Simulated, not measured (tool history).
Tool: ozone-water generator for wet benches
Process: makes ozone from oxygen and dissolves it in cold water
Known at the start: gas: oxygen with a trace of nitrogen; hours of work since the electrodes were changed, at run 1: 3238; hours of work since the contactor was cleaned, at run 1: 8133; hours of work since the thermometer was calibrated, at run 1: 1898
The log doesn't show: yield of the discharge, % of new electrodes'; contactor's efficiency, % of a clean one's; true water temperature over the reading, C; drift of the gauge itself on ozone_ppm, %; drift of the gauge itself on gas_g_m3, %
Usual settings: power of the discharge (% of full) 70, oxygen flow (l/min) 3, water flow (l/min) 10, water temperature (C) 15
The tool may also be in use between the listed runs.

run	day	power of the discharge (% of full)	oxygen flow (l/min)	water flow (l/min)	water temperature (C)	hours of work since the electrodes were changed	hours of work since the contactor was cleaned	hours of work since the thermometer was calibrated	dissolved ozone (ppm)	ozone in the gas ahead of the water (g/m3)
1	0	70	3	10	15	3238	8133	1898	27.1	206.2
2	7.358	70	3	10	15	3358	8254	2019	27.2	207
3	14.142	70	3	10	15	3469	8364	2129	27.4	206.6
4	20.167	70	3	10	15	3567	8463	2228	27.1	208.5
5	23.888	70	3	6	15	3628	8523	2288	38.6	205.6
6	31.1	70	3	6	15	3746	8641	2406	38.7	206.3
7	37.996	70	1.83	6	15	3859	8754	2519	39.1	261.9
# day 43.138: contactor cleaned
8	43.408	70	3	10	15	3944	4	2605	27	207.4
9	49.946	70	3	10	15	4051	111	2711	27.4	207.8
10	53.683	70	2.99	10	15	4112	172	2772	27.1	207
11	58.642	70	3	10	7	4193	253	2853	30.5	205.2
12	64.104	70	3	10	7	4282	342	2943	30.6	205.7
# day 64.767: water thermometer calibrated
13	69.488	70	3	10	7	4370	430	77	30.3	202.6
14	73.954	70	3	10	7	4443	503	150	30.4	204.8
15	78.721	70	3	10	8	4521	581	228	30	204.5
16	83.3	70	3	10	8	4595	655	303	30.2	204.7
17	86.329	70	3.08	10	15	4645	705	352	26.9	200.5
18	92.796	70	3	16	21	4750	811	458	16.7	204.9
19	97.642	49	1.65	10	15	4830	890	537	19.8	210.8
20	104.246	43	3	10	19	4937	998	645	17.9	144.4
21	108.8	43	3	10	19	5012	1072	719	18.2	143.4
22	115.775	43	3	10	19	5126	1186	833	18.1	142.8
23	122.688	43	3	10	19	5239	1299	946	18.1	144.2
24	127.412	43	3	7	12	5316	1376	1023	26.6	143
25	134.762	95	3	7	13	5436	1496	1143	45.3	251.8
26	139.012	95	3	7	13	5505	1565	1212	45.8	250.4
27	143.408	95	3	7	13	5577	1637	1284	45.4	248.4
28	150.138	95	2.75	7	13	5687	1747	1394	46.3	263.4
29	153.529	60	3	10	20	5742	1802	1450	22.7	182.5
30	160.529	60	3	10	20	5856	1917	1564	22.6	180.1
31	166.771	75	1.82	8	11	5958	2019	1666	34.6	266.8
32	174.196	75	1.82	8	11	6080	2140	1787	34.8	271.4
33	181.621	75	1.82	8	11	6201	2261	1908	34.6	270.4

3 ways to go on from here, each from the tool as it stands after run 33. What would each give?
A	186.596	73	3.76	8	11	6282	2342	1990	?	?
B	186.596	42	2.23	14	11	6282	2342	1990	?	?
C	186.596	75	4.34	14	11	6282	2342	1990	?	?

run	dissolved ozone (ppm)	ozone in the gas ahead of the water (g/m3)
A	35.3	184.4
B	13.8	160.4
C	23.1	177.3
Without the tool's hidden state the same runs would have given:
run	dissolved ozone (ppm)	ozone in the gas ahead of the water (g/m3)
A	35.4	190
B	13.8	165.3
C	23.2	182.6
